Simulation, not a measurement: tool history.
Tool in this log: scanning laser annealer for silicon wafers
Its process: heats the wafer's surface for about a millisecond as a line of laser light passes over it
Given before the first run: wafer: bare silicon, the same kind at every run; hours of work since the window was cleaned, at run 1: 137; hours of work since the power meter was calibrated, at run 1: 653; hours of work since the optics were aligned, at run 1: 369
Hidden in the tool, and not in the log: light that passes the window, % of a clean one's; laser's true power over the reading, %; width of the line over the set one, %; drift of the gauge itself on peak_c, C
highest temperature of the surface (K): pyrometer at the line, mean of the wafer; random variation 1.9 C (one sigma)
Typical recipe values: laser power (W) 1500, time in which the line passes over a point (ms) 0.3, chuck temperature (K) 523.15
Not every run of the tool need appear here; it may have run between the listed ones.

run,hour,laser power (W),time in which the line passes over a point (ms),chuck temperature (K),hours of work since the window was cleaned,hours of work since the power meter was calibrated,hours of work since the optics were aligned,highest temperature of the surface (K)
1,0.0,1500,0.3,523.15,137,653,369,1338.15
2,14.9,1500,0.3,523.15,146,661,377,1339.15
3,43.2,1500,0.3,553.15,161,677,393,1362.15
4,73.4,1500,0.3,553.15,178,694,410,1365.15
5,106.0,1397,0.3,523.15,197,712,428,1259.15
6,132.8,1397,0.3,523.15,212,727,443,1259.15
7,153.6,1500,0.3,523.15,223,739,455,1330.15
8,171.3,1310,0.3,523.15,233,749,465,1199.15
9,195.3,1454,0.3,523.15,247,762,478,1296.15
10,219.8,1500,0.3,523.15,260,776,492,1326.15
11,239.0,1500,0.3,523.15,271,787,503,1322.15
12,267.9,1500,0.3,523.15,287,803,519,1323.15
13,282.2,1525,0.3,523.15,295,811,527,1337.15
14,300.8,1525,0.3,523.15,306,821,538,1338.15
15,320.1,1500,0.3,523.15,317,832,548,1319.15
16,344.3,1500,0.3,523.15,330,846,562,1318.15
17,364.9,1543,0.3,523.15,342,857,573,1346.15
18,382.9,1543,0.3,523.15,352,867,583,1347.15
19,401.6,1500,0.3,535.15,362,878,594,1327.15
20,416.8,1500,0.3,523.15,371,886,602,1313.15

Run 21 has not been measured yet. What should we expect?
21,447.2,1500,0.3,523.15,388,903,620,?

{"run 21": {"highest temperature of the surface (K)": 1309.15}}
Had the tool carried no hidden state, the very same run would have given highest temperature of the surface (K) 1360.15.
